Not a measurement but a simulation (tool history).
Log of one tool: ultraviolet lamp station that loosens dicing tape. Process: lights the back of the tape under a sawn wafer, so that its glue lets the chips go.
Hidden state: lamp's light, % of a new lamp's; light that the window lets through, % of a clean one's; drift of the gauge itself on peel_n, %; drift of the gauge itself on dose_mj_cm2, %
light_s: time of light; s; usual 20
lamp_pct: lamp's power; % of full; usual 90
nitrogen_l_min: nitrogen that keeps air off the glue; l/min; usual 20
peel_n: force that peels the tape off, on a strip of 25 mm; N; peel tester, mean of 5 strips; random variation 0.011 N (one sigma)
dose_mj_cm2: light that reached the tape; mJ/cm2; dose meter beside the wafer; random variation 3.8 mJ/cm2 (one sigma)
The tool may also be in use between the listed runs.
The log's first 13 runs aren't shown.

run	hour	light_s	lamp_pct	nitrogen_l_min	hours of work of the lamp	hours of work since the window was cleaned	peel_n	dose_mj_cm2
14	888.5	20	90	16	1441	143	0.602	637
15	932.4	20	90	16	1469	171	0.625	639
16	1011.6	20	88	20	1519	221	0.537	626
17	1078.3	28	95	6	1562	264	0.559	936
18	1130.1	28	95	6	1595	297	0.545	942
19	1167.0	19	90	17	1618	320	0.660	602
20	1252.4	24	79	6	1673	375	1.217	671
21	1307.2	18	90	6	1708	410	1.726	582
# hour 1345.1: lamp changed
22	1358.2	18	96	26	8	441	0.442	616
# hour 1427.1: window cleaned of glue's vapour
23	1430.7	12	90	20	54	2	1.688	388
24	1473.0	17	82	20	81	29	0.965	500
25	1533.0	28	74	20	119	67	0.332	734
26	1600.1	28	74	20	162	110	0.332	731
27	1639.1	20	69	20	187	135	0.999	487
28	1702.0	20	69	20	227	175	0.959	491
29	1784.8	20	69	20	280	228	1.012	489
30	1853.2	20	69	20	323	271	0.985	491
31	1897.2	33	69	7	351	299	0.709	816
32	1934.9	20	75	12	375	323	1.211	535

Forecast each of these 5 alternatives for the next run:
A	1970.9	12	70	6	398	346	?	?
B	1970.9	26	72	9	398	346	?	?
C	1970.9	12	91	12	398	346	?	?
D	1970.9	18	62	11	398	346	?	?
E	1970.9	14	66	8	398	346	?	?

run	peel_n	dose_mj_cm2
A	4.272	292
B	0.924	652
C	2.201	387
D	2.244	391
E	3.400	332
Without the tool's hidden state the same runs would have given:
run	peel_n	dose_mj_cm2
A	4.265	292
B	0.920	654
C	2.195	388
D	2.238	392
E	3.393	333

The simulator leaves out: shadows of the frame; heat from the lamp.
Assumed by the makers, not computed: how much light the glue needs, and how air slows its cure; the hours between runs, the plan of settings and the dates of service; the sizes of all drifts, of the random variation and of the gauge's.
